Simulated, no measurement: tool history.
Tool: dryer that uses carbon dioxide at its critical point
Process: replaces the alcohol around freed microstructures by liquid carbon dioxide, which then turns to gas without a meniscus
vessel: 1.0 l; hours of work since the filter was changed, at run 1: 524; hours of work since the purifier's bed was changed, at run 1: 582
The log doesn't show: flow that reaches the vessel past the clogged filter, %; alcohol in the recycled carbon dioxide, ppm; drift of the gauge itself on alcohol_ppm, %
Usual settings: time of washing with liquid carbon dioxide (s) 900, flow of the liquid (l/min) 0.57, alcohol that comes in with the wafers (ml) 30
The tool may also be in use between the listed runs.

run,day,time of washing with liquid carbon dioxide (s),flow of the liquid (l/min),alcohol that comes in with the wafers (ml),hours of work since the filter was changed,hours of work since the purifier's bed was changed,alcohol left in the vessel before it's heated (ppm by volume)
1,0,900,0.57,30,524,582,73
# day 0.608: inlet filter changed
2,1.121,900,0.57,30,9,602,57
3,2.117,900,0.57,30,28,621,62
4,3.229,900,0.57,30,49,641,64
5,3.908,900,0.57,30,61,654,67
6,4.962,900,0.57,30,81,674,64
7,6,900,0.57,30,100,693,63
8,6.812,900,0.57,30,115,708,67
9,7.908,1080,0.775,30,136,728,52
10,8.433,1380,0.754,113,145,738,46
11,9.342,1380,0.754,113,162,755,56
12,10.058,1380,0.754,113,176,768,42
13,10.883,540,0.706,30,191,784,215
14,11.812,600,0.368,22,208,801,998
15,12.971,600,0.384,22,230,823,902
16,13.988,600,0.384,22,249,841,904

Forecast each of these 3 alternatives for the next run:
A,14.8,1320,0.384,22,264,857,?
B,14.8,900,0.384,22,264,857,?
C,14.8,600,0.922,35,264,857,?

run,alcohol left in the vessel before it's heated (ppm by volume)
A,73
B,227
C,80
Without the tool's hidden state the same runs would have given:
run,alcohol left in the vessel before it's heated (ppm by volume)
A,20
B,144
C,25
